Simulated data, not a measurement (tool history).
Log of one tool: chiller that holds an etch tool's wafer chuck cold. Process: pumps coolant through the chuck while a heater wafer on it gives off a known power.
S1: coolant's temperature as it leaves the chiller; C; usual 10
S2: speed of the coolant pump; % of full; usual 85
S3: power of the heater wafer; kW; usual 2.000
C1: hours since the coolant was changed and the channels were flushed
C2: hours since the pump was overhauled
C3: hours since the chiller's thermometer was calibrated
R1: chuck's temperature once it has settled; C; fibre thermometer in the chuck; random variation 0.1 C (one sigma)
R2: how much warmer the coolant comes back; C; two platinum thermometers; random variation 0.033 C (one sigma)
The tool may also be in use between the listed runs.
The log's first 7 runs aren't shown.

| run | hour | S1 | S2 | S3 | C1 | C2 | C3 | R1 | R2 |
|---|---|---|---|---|---|---|---|---|---|
| 8 | 1063.4 | 12 | 85 | 2.000 | 3225 | 1805 | 1430 | 30.4 | 6.20 |
| 9 | 1173.1 | 12 | 85 | 2.000 | 3335 | 1914 | 1540 | 30.4 | 6.23 |
| 10 | 1352.2 | 12 | 90 | 2.000 | 3514 | 2094 | 1719 | 29.6 | 5.84 |
| 11 | 1516.4 | 10 | 85 | 1.238 | 3678 | 2258 | 1883 | 21.4 | 3.84 |
| 12 | 1610.6 | 5 | 85 | 2.000 | 3772 | 2352 | 1978 | 23.6 | 6.17 |
|  | 1652.9 | chiller's thermometer calibrated |
| 13 | 1800.4 | 5 | 85 | 2.000 | 3961 | 2541 | 147 | 24.0 | 6.26 |
| 14 | 1903.2 | 5 | 85 | 2.000 | 4064 | 2644 | 250 | 24.1 | 6.21 |
| 15 | 2031.9 | 10 | 85 | 2.536 | 4193 | 2772 | 379 | 34.2 | 7.93 |
|  | 2050.7 | coolant pump overhauled |
| 16 | 2199.1 | 10 | 85 | 2.536 | 4355 | 148 | 541 | 34.3 | 8.07 |
| 17 | 2340.0 | 8 | 85 | 2.357 | 4496 | 289 | 682 | 30.8 | 7.47 |
| 18 | 2477.2 | 1 | 69 | 2.357 | 4633 | 426 | 819 | 28.0 | 9.36 |
| 19 | 2644.0 | 11 | 75 | 2.032 | 4800 | 593 | 986 | 32.9 | 7.41 |
| 20 | 2812.2 | 11 | 85 | 2.628 | 4968 | 761 | 1154 | 37.0 | 8.33 |
| 21 | 2909.9 | 11 | 85 | 2.628 | 5066 | 859 | 1252 | 36.7 | 8.43 |
| 22 | 3116.1 | 1 | 85 | 2.628 | 5272 | 1065 | 1458 | 26.6 | 8.44 |
|  | 3203.0 | coolant pump overhauled, once more |
| 23 | 3237.6 | 12 | 73 | 2.138 | 5388 | 35 | 1575 | 34.7 | 7.56 |
| 24 | 3329.6 | 9 | 85 | 1.040 | 5480 | 127 | 1667 | 18.6 | 3.20 |
| 25 | 3466.9 | 9 | 85 | 1.040 | 5618 | 264 | 1804 | 18.8 | 3.12 |
| 26 | 3668.4 | 9 | 85 | 1.040 | 5819 | 465 | 2005 | 18.7 | 3.14 |
|  | 3687.8 | chiller's thermometer calibrated |
| 27 | 3776.0 | 5 | 85 | 1.160 | 5926 | 572 | 88 | 16.1 | 3.55 |
| 28 | 3969.1 | 12 | 72 | 2.000 | 6119 | 765 | 281 | 34.1 | 7.14 |
| 29 | 4123.6 | 14 | 78 | 1.653 | 6273 | 920 | 436 | 31.3 | 5.50 |
| 30 | 4298.9 | 0 | 78 | 1.653 | 6449 | 1095 | 611 | 17.2 | 5.51 |

Forecast each of these 4 alternatives for the next run:
| A | 4396.9 | 6 | 78 | 1.273 | 6547 | 1193 | 709 | ? | ? |
| B | 4396.9 | 1 | 77 | 1.466 | 6547 | 1193 | 709 | ? | ? |
| C | 4396.9 | 1 | 85 | 2.054 | 6547 | 1193 | 709 | ? | ? |
| D | 4396.9 | 0 | 79 | 1.565 | 6547 | 1193 | 709 | ? | ? |

| run | R1 | R2 |
|---|---|---|
| A | 19.4 | 4.28 |
| B | 16.5 | 4.98 |
| C | 21.0 | 6.23 |
| D | 16.1 | 5.15 |
Without the tool's hidden state the same runs would have given:
| run | R1 | R2 |
|---|---|---|
| A | 17.8 | 4.27 |
| B | 14.7 | 4.97 |
| C | 18.6 | 6.21 |
| D | 14.3 | 5.14 |
